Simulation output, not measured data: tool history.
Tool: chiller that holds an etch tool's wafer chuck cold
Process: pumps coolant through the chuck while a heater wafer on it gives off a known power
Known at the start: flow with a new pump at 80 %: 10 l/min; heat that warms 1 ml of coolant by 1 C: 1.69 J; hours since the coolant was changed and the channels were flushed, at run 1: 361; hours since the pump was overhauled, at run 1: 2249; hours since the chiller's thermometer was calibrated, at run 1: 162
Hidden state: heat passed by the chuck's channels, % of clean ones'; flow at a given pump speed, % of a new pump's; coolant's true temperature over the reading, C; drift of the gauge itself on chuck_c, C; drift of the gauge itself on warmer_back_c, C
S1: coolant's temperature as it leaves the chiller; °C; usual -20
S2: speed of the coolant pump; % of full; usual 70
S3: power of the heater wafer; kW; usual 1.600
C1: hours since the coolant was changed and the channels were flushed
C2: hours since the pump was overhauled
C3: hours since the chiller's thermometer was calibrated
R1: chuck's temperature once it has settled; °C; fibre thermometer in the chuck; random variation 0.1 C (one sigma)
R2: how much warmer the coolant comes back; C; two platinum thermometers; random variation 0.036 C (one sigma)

run 1 day=0.000 | S1=-20 S2=70 S3=1.600 | C1=361 C2=2249 C3=162 | R1=-2.5 R2=6.50
run 2 day=2.388 | S1=-20 S2=70 S3=1.600 | C1=418 C2=2306 C3=219 | R1=-2.3 R2=6.48
run 3 day=3.646 | S1=-20 S2=70 S3=1.600 | C1=448 C2=2336 C3=249 | R1=-2.3 R2=6.51
run 4 day=5.442 | S1=-20 S2=70 S3=1.600 | C1=491 C2=2380 C3=292 | R1=-2.5 R2=6.56
run 5 day=6.558 | S1=-20 S2=70 S3=1.600 | C1=518 C2=2406 C3=319 | R1=-2.5 R2=6.52
run 6 day=8.321 | S1=-20 S2=70 S3=1.600 | C1=560 C2=2449 C3=362 | R1=-2.2 R2=6.51
run 7 day=9.979 | S1=-20 S2=70 S3=1.600 | C1=600 C2=2488 C3=401 | R1=-2.4 R2=6.48
run 8 day=12.533 | S1=-20 S2=70 S3=1.600 | C1=661 C2=2550 C3=463 | R1=-2.2 R2=6.44
run 9 day=13.775 | S1=-20 S2=70 S3=2.301 | C1=691 C2=2580 C3=493 | R1=5.4 R2=9.38
run 10 day=16.300 | S1=-26 S2=70 S3=2.301 | C1=752 C2=2640 C3=553 | R1=-0.8 R2=9.24
run 11 day=17.467 | S1=-20 S2=70 S3=1.600 | C1=780 C2=2668 C3=581 | R1=-2.5 R2=6.45
run 12 day=18.733 | S1=-20 S2=72 S3=1.600 | C1=810 C2=2699 C3=611 | R1=-2.7 R2=6.25
run 13 day=21.067 | S1=-20 S2=68 S3=1.600 | C1=866 C2=2755 C3=668 | R1=-2.1 R2=6.60
run 14 day=23.458 | S1=-20 S2=68 S3=1.600 | C1=924 C2=2812 C3=725 | R1=-1.9 R2=6.57
run 15 day=25.571 | S1=-20 S2=71 S3=1.600 | C1=974 C2=2863 C3=776 | R1=-2.7 R2=6.24
run 16 day=26.804 | S1=-20 S2=70 S3=1.600 | C1=1004 C2=2892 C3=805 | R1=-2.4 R2=6.36
run 17 day=28.267 | S1=-21 S2=88 S3=0.953 | C1=1039 C2=2927 C3=840 | R1=-12.2 R2=2.83
run 18 day=30.808 | S1=-16 S2=92 S3=1.600 | C1=1100 C2=2988 C3=901 | R1=-1.8 R2=4.79
run 19 day=32.900 | S1=-11 S2=93 S3=1.600 | C1=1150 C2=3039 C3=952 | R1=3.3 R2=4.69
run 20 day=34.983 | S1=-11 S2=63 S3=1.851 | C1=1200 C2=3089 C3=1002 | R1=11.2 R2=8.24
run 21 day=36.217 | S1=-11 S2=63 S3=1.851 | C1=1230 C2=3118 C3=1031 | R1=11.0 R2=8.24
run 22 day=37.762 | S1=-20 S2=75 S3=1.775 | C1=1267 C2=3155 C3=1068 | R1=-1.4 R2=6.55
run 23 day=39.900 | S1=-13 S2=63 S3=1.847 | C1=1318 C2=3207 C3=1119 | R1=8.9 R2=8.12
run 24 day=41.783 | S1=-13 S2=63 S3=1.847 | C1=1363 C2=3252 C3=1165 | R1=8.9 R2=8.16
run 25 day=43.967 | S1=-13 S2=62 S3=2.116 | C1=1416 C2=3304 C3=1217 | R1=12.6 R2=9.53
run 26 day=46.404 | S1=-13 S2=62 S3=2.116 | C1=1474 C2=3363 C3=1276 | R1=12.3 R2=9.57
run 27 day=47.692 | S1=-25 S2=72 S3=1.600 | C1=1505 C2=3394 C3=1306 | R1=-7.8 R2=6.00
-- day=49.642 gauge calibrated
run 28 day=50.142 | S1=-25 S2=72 S3=1.600 | C1=1564 C2=3452 C3=1365 | R1=-7.8 R2=6.37
run 29 day=52.233 | S1=-25 S2=72 S3=1.600 | C1=1614 C2=3503 C3=1416 | R1=-7.7 R2=6.33
run 30 day=54.338 | S1=-16 S2=70 S3=1.600 | C1=1665 C2=3553 C3=1466 | R1=1.7 R2=6.59
run 31 day=56.879 | S1=-16 S2=70 S3=1.600 | C1=1726 C2=3614 C3=1527 | R1=1.6 R2=6.46

3 ways to go on from here, each from the tool as it stands after run 31. What would each give?
run A day=58.508 | S1=-15 S2=69 S3=0.805 | C1=1765 C2=3653 C3=1566 | R1=? R2=?
run B day=58.508 | S1=-14 S2=70 S3=1.600 | C1=1765 C2=3653 C3=1566 | R1=? R2=?
run C day=58.508 | S1=-12 S2=70 S3=1.060 | C1=1765 C2=3653 C3=1566 | R1=? R2=?

run=A R1=-6.1 R2=3.31
run=B R1=3.7 R2=6.49
run=C R1=-0.5 R2=4.29
Without the tool's hidden state the same runs would have given:
run=A R1=-6.1 R2=3.36
run=B R1=3.6 R2=6.55
run=C R1=-0.5 R2=4.35
